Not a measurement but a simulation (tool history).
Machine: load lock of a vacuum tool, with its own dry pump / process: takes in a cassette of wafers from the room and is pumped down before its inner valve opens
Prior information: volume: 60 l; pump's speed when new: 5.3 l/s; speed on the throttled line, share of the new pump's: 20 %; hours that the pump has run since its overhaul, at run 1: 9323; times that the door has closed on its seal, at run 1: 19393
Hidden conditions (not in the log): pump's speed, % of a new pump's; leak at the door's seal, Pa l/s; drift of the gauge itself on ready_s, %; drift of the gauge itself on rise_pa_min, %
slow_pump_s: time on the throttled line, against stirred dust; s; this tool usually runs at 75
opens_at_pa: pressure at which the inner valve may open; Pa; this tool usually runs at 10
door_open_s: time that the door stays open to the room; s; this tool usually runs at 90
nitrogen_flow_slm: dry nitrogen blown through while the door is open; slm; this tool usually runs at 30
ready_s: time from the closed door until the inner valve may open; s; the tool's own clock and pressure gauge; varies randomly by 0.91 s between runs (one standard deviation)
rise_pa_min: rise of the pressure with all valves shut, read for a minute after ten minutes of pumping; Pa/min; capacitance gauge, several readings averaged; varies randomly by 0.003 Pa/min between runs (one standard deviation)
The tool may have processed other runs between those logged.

run	day	slow_pump_s	opens_at_pa	door_open_s	nitrogen_flow_slm	hours that the pump has run since its overhaul	times that the door has closed on its seal	incoming humidity of the room's air, %	ready_s	rise_pa_min
1	0	75	10	90	30	9323	19393	46.1	170.9	0.432
2	8.346	75	10	90	7	9523	19732	45.2	171.5	0.487
3	17.325	75	10	90	9	9739	20096	49.2	172.7	0.495
4	27.546	75	10	90	9	9984	20510	48.1	172.3	0.497
5	38.483	75	10	90	9	10247	20954	41.5	173.9	0.498
6	49.717	75	10	90	9	10516	21409	44.7	174.3	0.519
7	59.212	87	10	90	30	10744	21794	44.7	182.2	0.505
8	67.388	75	8	90	30	10940	22126	48.3	175.8	0.528
9	73.15	75	8	90	6	11079	22359	48.5	177.1	0.571
10	79.604	75	8	90	6	11234	22621	50.6	177.8	0.586
11	85.212	75	8	90	6	11368	22848	44.5	176.1	0.581
12	92.521	75	16	90	30	11544	23145	45.4	167.8	0.566
13	100.812	75	16	44	30	11743	23481	44.7	166.6	0.574
14	105.458	75	16	44	30	11854	23669	45.5	168.1	0.576
15	113.675	75	16	44	30	12051	24002	46.3	168.4	0.584
16	120.788	75	16	44	30	12222	24291	45.3	167.1	0.598
17	130.712	75	16	44	30	12460	24693	43.6	171.5	0.617
# day 135.108: door's seal changed, seat wiped
18	138.579	75	16	44	30	12647	140	48.8	168.4	0.026
19	149.333	75	16	44	30	12906	576	45.6	168.7	0.026
20	159.812	40	16	44	30	13157	1001	44.5	142.6	0.026
21	166.117	40	10	44	23	13308	1257	43.2	147.4	0.032
22	171.375	80	15	27	5	13435	1470	44.9	174.2	0.051
23	181.271	80	15	27	5	13672	1871	44.5	174.4	0.052
24	192.404	84	15	45	5	13939	2323	45.8	179.2	0.076
25	199.204	110	8	158	9	14102	2598	44.2	208.6	0.085
26	207.188	127	8	155	6	14294	2922	43.7	220.1	0.092
27	216.304	127	8	155	6	14513	3292	48.8	219.8	0.106
28	224.596	127	8	155	18	14712	3628	49	220.8	0.083
29	233.108	112	8	153	33	14916	3973	44.9	208.1	0.07
30	241.996	112	8	118	7	15129	4333	46.7	209	0.108
31	250.55	75	11	90	4	15335	4680	48.9	175.6	0.12
32	259.038	75	10	28	14	15538	5024	45.8	177.2	0.094
33	267.833	129	10	78	14	15750	5381	45.2	219.9	0.104
34	278.938	63	9	63	15	16016	5831	43	171.7	0.1
35	284.883	75	10	123	23	16159	6072	45.9	178.7	0.101
# day 288.267: dry pump taken out, an overhauled one fitted
36	292.554	65	10	90	30	103	6373	43.7	157.5	0.098
37	297.233	65	10	90	30	215	6563	46.9	156.3	0.102

Branching from run 37: 3 alternative next runs. What would each branch give?
A	303.996	75	15	90	12	377	6837	46	?	?
B	303.996	78	10	90	30	377	6837	46.2	?	?
C	303.996	65	12	90	25	377	6837	41.9	?	?

run	ready_s	rise_pa_min
A	158.9	0.122
B	168.4	0.103
C	154.6	0.111
Without the tool's hidden state the same runs would have given:
run	ready_s	rise_pa_min
A	159	0.042
B	168.3	0.022
C	154.8	0.03

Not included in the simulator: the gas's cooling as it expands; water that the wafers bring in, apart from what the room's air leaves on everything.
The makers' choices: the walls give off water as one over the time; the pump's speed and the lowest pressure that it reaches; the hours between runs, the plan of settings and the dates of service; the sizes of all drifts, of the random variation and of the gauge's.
